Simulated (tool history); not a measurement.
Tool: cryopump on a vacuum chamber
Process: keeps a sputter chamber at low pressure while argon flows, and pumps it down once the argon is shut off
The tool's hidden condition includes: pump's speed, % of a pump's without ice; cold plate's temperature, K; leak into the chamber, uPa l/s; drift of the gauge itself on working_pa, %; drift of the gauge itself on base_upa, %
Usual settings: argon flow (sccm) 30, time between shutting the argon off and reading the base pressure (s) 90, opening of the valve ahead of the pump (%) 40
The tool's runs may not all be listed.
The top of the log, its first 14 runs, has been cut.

run,day,argon flow (sccm),time between shutting the argon off and reading the base pressure (s),opening of the valve ahead of the pump (%),hours of work since the pump was warmed up and emptied,hours of work since the cold head was overhauled,hours of work since the chamber's fittings were tightened,pressure while argon flows (Pa),pressure after the wait (uPa)
15,13.162,30,261,40,544,544,1065,0.0629,1.33
16,14.433,30,261,40,570,570,1091,0.0636,1.32
17,15.475,30,90,40,591,591,1112,0.0641,1.58
18,16.671,30,90,40,615,615,1136,0.0637,1.66
19,17.358,33,90,54,629,629,1150,0.0530,1.68
20,18.588,33,90,30,654,654,1174,0.0917,1.73
21,19.521,23,35,36,673,673,1193,0.0534,2.34
22,20.642,23,35,36,695,695,1216,0.0549,2.35
23,21.921,36,40,36,721,721,1242,0.0860,2.25
24,22.571,32,32,36,734,734,1255,0.0763,2.49
25,23.217,32,32,36,747,747,1268,0.0756,2.53
26,24.417,32,32,36,771,771,1292,0.0779,2.64
27,25.462,25,90,59,792,792,1313,0.0386,1.99
28,26.562,25,90,59,814,814,1335,0.0396,1.99
29,27.783,25,176,59,839,839,1360,0.0400,1.77
30,28.425,32,293,32,852,852,1373,0.0869,1.71
31,29.646,32,293,32,877,877,1397,0.0873,1.81
32,30.329,32,293,32,890,890,1411,0.0864,1.81
33,31.179,32,293,32,907,907,1428,0.0872,1.82
34,31.762,30,103,40,919,919,1440,0.0682,2.12
35,32.696,30,103,40,938,938,1459,0.0688,2.07

Here are 3 independent what-if runs from the current tool condition. What would each one return?
A,33.771,34,103,17,960,960,1480,?,?
B,33.771,13,32,40,960,960,1480,?,?
C,33.771,30,90,52,960,960,1480,?,?

run,pressure while argon flows (Pa),pressure after the wait (uPa)
A,0.1668,2.25
B,0.0293,2.94
C,0.0543,2.26
Without the tool's unlogged condition, the same runs would have read:
run,pressure while argon flows (Pa),pressure after the wait (uPa)
A,0.1552,0.54
B,0.0248,1.26
C,0.0442,0.52
